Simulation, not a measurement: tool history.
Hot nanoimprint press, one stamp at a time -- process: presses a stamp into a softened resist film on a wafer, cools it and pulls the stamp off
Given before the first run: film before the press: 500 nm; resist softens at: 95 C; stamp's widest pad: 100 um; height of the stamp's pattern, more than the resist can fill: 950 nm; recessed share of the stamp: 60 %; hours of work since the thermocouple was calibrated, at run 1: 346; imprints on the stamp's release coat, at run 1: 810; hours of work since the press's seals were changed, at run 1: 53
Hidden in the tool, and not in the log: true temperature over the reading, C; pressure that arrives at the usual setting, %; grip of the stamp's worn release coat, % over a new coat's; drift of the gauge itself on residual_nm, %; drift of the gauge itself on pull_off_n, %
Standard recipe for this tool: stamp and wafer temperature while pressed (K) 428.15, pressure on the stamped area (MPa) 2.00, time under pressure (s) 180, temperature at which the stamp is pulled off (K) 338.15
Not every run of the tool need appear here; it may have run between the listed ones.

run	hour	stamp and wafer temperature while pressed (K)	pressure on the stamped area (MPa)	time under pressure (s)	temperature at which the stamp is pulled off (K)	hours of work since the thermocouple was calibrated	imprints on the stamp's release coat	hours of work since the press's seals were changed	resist left under the stamp's widest pad (Å)	greatest force while the stamp is pulled off (N)
1	0.0	428.15	2.00	180	338.15	346	810	53	2052	245
2	13.0	428.15	2.00	180	338.15	353	845	60	2059	241
# hour 40.2: stamp cleaned and given a new release coat
3	42.7	428.15	2.00	180	330.15	365	6	72	2066	211
4	61.8	428.15	2.00	180	330.15	375	58	82	2053	213
5	84.6	437.15	2.00	180	338.15	387	119	94	1500	191
6	108.0	437.15	2.00	180	338.15	399	182	106	1497	193
7	129.4	437.15	2.00	180	338.15	410	240	118	1508	210
8	146.1	437.15	2.00	180	338.15	419	285	126	1501	198
9	169.8	428.15	1.53	180	338.15	432	349	139	2337	209
10	180.0	428.15	2.00	180	342.15	437	376	144	2047	188
11	201.4	424.15	1.41	163	343.15	448	434	155	2857	194
12	222.3	428.15	2.51	180	338.15	459	490	166	1824	206
13	246.2	417.15	1.73	180	340.15	472	554	179	3161	218
14	264.8	417.15	1.73	180	340.15	481	605	189	3176	222
15	285.4	417.15	1.73	160	326.15	492	660	199	3272	287
16	298.2	428.15	2.00	155	338.15	499	695	206	2151	228
17	320.2	434.15	2.65	155	338.15	510	754	218	1498	233
18	342.9	434.15	2.65	155	338.15	522	815	229	1499	242
19	353.0	420.15	2.00	180	338.15	527	842	235	2681	239

Predict each of these 5 candidate next runs independently; none follows another, all start after run 19:
A	374.3	430.15	2.17	234	338.15	539	899	246	?	?
B	374.3	428.15	2.00	108	338.15	539	899	246	?	?
C	374.3	428.15	2.00	180	327.15	539	899	246	?	?
D	374.3	437.15	1.44	180	341.15	539	899	246	?	?
E	374.3	420.15	1.42	180	335.15	539	899	246	?	?

run	resist left under the stamp's widest pad (Å)	greatest force while the stamp is pulled off (N)
A	1625	247
B	2415	254
C	1990	300
D	1753	224
E	3094	260
Stripped of hidden state, with their random variation kept, the same runs would have yielded:
run	resist left under the stamp's widest pad (Å)	greatest force while the stamp is pulled off (N)
A	1729	189
B	2557	194
C	2117	228
D	1858	171
E	3271	199

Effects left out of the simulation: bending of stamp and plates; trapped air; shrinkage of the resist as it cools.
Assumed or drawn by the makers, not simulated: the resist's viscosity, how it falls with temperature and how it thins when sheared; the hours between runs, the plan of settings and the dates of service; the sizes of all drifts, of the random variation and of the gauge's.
